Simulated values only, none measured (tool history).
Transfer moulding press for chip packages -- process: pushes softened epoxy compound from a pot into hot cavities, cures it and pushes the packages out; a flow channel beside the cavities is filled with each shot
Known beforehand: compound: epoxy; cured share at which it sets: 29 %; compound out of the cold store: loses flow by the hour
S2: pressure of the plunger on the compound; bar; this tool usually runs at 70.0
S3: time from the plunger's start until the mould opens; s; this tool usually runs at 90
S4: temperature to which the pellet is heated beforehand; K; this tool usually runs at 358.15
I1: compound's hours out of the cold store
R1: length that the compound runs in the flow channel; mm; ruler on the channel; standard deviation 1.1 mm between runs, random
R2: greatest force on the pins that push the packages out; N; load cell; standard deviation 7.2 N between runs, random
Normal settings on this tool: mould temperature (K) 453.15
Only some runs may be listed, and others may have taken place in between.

{"run": 1, "hour": 0.0, "mould temperature (K)": 453.15, "S2": 70.0, "S3": 90, "S4": 358.15, "I1": 17.8, "R1": 518, "R2": 296}
{"hour": 7.7, "done": "plunger's sealing rings changed"}
{"run": 2, "hour": 32.4, "mould temperature (K)": 453.15, "S2": 70.0, "S3": 90, "S4": 358.15, "I1": 33.8, "R1": 469, "R2": 381}
{"hour": 53.2, "done": "cavities cleaned with cleaning compound and waxed"}
{"run": 3, "hour": 80.6, "mould temperature (K)": 453.15, "S2": 70.0, "S3": 90, "S4": 358.15, "I1": 19.2, "R1": 526, "R2": 395}
{"hour": 105.3, "done": "cavities cleaned with cleaning compound and waxed"}
{"run": 4, "hour": 111.9, "mould temperature (K)": 453.15, "S2": 70.0, "S3": 90, "S4": 358.15, "I1": 37.3, "R1": 457, "R2": 323}
{"hour": 118.2, "done": "mould's thermocouples calibrated"}
{"run": 5, "hour": 151.4, "mould temperature (K)": 453.15, "S2": 70.0, "S3": 110, "S4": 358.15, "I1": 39.6, "R1": 447, "R2": 422}
{"hour": 156.3, "done": "cavities cleaned with cleaning compound and waxed"}
{"run": 6, "hour": 198.4, "mould temperature (K)": 453.15, "S2": 70.0, "S3": 90, "S4": 350.15, "I1": 12.8, "R1": 547, "R2": 436}
{"hour": 207.6, "done": "cavities cleaned with cleaning compound and waxed"}
{"run": 7, "hour": 245.7, "mould temperature (K)": 453.15, "S2": 70.0, "S3": 90, "S4": 350.15, "I1": 44.3, "R1": 431, "R2": 413}
{"hour": 259.2, "done": "cavities cleaned with cleaning compound and waxed"}
{"hour": 276.7, "done": "mould's thermocouples calibrated, once more"}
{"run": 8, "hour": 288.1, "mould temperature (K)": 451.15, "S2": 83.7, "S3": 90, "S4": 358.15, "I1": 42.4, "R1": 480, "R2": 415}
{"hour": 310.7, "done": "cavities cleaned with cleaning compound and waxed"}
{"run": 9, "hour": 317.5, "mould temperature (K)": 451.15, "S2": 83.7, "S3": 90, "S4": 358.15, "I1": 46.4, "R1": 465, "R2": 341}
{"hour": 359.6, "done": "cavities cleaned with cleaning compound and waxed"}
{"run": 10, "hour": 360.7, "mould temperature (K)": 451.15, "S2": 83.7, "S3": 90, "S4": 358.15, "I1": 20.4, "R1": 568, "R2": 308}
{"run": 11, "hour": 385.7, "mould temperature (K)": 449.15, "S2": 72.6, "S3": 105, "S4": 368.15, "I1": 16.0, "R1": 549, "R2": 406}
{"hour": 408.3, "done": "cavities cleaned with cleaning compound and waxed"}
{"run": 12, "hour": 432.7, "mould temperature (K)": 446.15, "S2": 62.8, "S3": 86, "S4": 365.15, "I1": 34.6, "R1": 443, "R2": 535}

Below are 5 alternative next runs, each starting from the tool's condition after run 12. Predict each:
{"hour": 461.1, "done": "cavities cleaned with cleaning compound and waxed"}
{"run": "A", "hour": 462.9, "mould temperature (K)": 446.15, "S2": 68.6, "S3": 72, "S4": 363.15, "I1": 11.5, "R1": "?", "R2": "?"}
{"hour": 461.1, "done": "cavities cleaned with cleaning compound and waxed"}
{"run": "B", "hour": 462.9, "mould temperature (K)": 446.15, "S2": 58.3, "S3": 86, "S4": 368.15, "I1": 14.8, "R1": "?", "R2": "?"}
{"hour": 461.1, "done": "cavities cleaned with cleaning compound and waxed"}
{"run": "C", "hour": 462.9, "mould temperature (K)": 455.15, "S2": 70.0, "S3": 90, "S4": 358.15, "I1": 21.7, "R1": "?", "R2": "?"}
{"hour": 461.1, "done": "cavities cleaned with cleaning compound and waxed"}
{"run": "D", "hour": 462.9, "mould temperature (K)": 451.15, "S2": 62.8, "S3": 86, "S4": 365.15, "I1": 23.4, "R1": "?", "R2": "?"}
{"hour": 461.1, "done": "cavities cleaned with cleaning compound and waxed"}
{"run": "E", "hour": 462.9, "mould temperature (K)": 455.15, "S2": 62.8, "S3": 86, "S4": 365.15, "I1": 10.8, "R1": "?", "R2": "?"}

run=A R1=553 R2=659
run=B R1=498 R2=462
run=C R1=502 R2=318
run=D R1=476 R2=342
run=E R1=519 R2=324
What these runs would have given with no unlogged condition in the tool:
run=A R1=570 R2=639
run=B R1=513 R2=447
run=C R1=517 R2=301
run=D R1=491 R2=327
run=E R1=534 R2=308
